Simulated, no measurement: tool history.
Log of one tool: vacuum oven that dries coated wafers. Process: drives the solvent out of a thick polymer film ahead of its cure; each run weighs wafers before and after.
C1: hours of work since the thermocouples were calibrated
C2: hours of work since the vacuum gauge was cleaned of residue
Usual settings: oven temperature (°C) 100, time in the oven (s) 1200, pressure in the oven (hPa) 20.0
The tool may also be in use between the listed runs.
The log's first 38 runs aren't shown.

Run 39, hour 673.7: usual settings but oven temperature (°C) 86, time in the oven (s) 1080, pressure in the oven (hPa) 56.8; C1 313; C2 472. Result: solvent left in the film (%) 8.08.
Run 40, hour 689.2: usual settings but oven temperature (°C) 90, time in the oven (s) 1080, pressure in the oven (hPa) 21.0; C1 322; C2 481. Result: solvent left in the film (%) 5.38.
Run 41, hour 710.0: usual settings but oven temperature (°C) 110, time in the oven (s) 840, pressure in the oven (hPa) 55.0; C1 334; C2 492. Result: solvent left in the film (%) 2.21.
Run 42, hour 733.6: usual settings but pressure in the oven (hPa) 41.4; C1 347; C2 506. Result: solvent left in the film (%) 2.88.
Run 43, hour 751.1: usual settings but oven temperature (°C) 105, time in the oven (s) 720, pressure in the oven (hPa) 17.2; C1 357; C2 516. Result: solvent left in the film (%) 2.63.
Run 44, hour 768.4: usual settings but oven temperature (°C) 105, time in the oven (s) 720, pressure in the oven (hPa) 33.7; C1 367; C2 525. Result: solvent left in the film (%) 3.08.
Run 45, hour 781.2: usual settings but oven temperature (°C) 89, time in the oven (s) 960; C1 374; C2 533. Result: solvent left in the film (%) 6.19.
Run 46, hour 793.5: usual settings but oven temperature (°C) 89, time in the oven (s) 960; C1 381; C2 539. Result: solvent left in the film (%) 6.19.

5 ways to go on from here, each from the tool as it stands after run 46. What would each give?
Run A, hour 816.0: usual settings but oven temperature (°C) 112, time in the oven (s) 840, pressure in the oven (hPa) 18.4; C1 394; C2 552. Result: solvent left in the film (%) ?.
Run B, hour 816.0: usual settings but oven temperature (°C) 109, time in the oven (s) 1080, pressure in the oven (hPa) 14.1; C1 394; C2 552. Result: solvent left in the film (%) ?.
Run C, hour 816.0: usual settings but oven temperature (°C) 99, time in the oven (s) 660, pressure in the oven (hPa) 28.1; C1 394; C2 552. Result: solvent left in the film (%) ?.
Run D, hour 816.0: usual settings but oven temperature (°C) 92, time in the oven (s) 720, pressure in the oven (hPa) 49.9; C1 394; C2 552. Result: solvent left in the film (%) ?.
Run E, hour 816.0: usual settings but oven temperature (°C) 101, pressure in the oven (hPa) 24.9; C1 394; C2 552. Result: solvent left in the film (%) ?.

run  solvent left in the film (%)
  A                          1.02
  B                          0.83
  C                          4.89
  D                          7.37
  E                          2.13
Without the tool's hidden state the same runs would have given:
run  solvent left in the film (%)
  A                          1.04
  B                          0.83
  C                          5.00
  D                          7.49
  E                          2.18
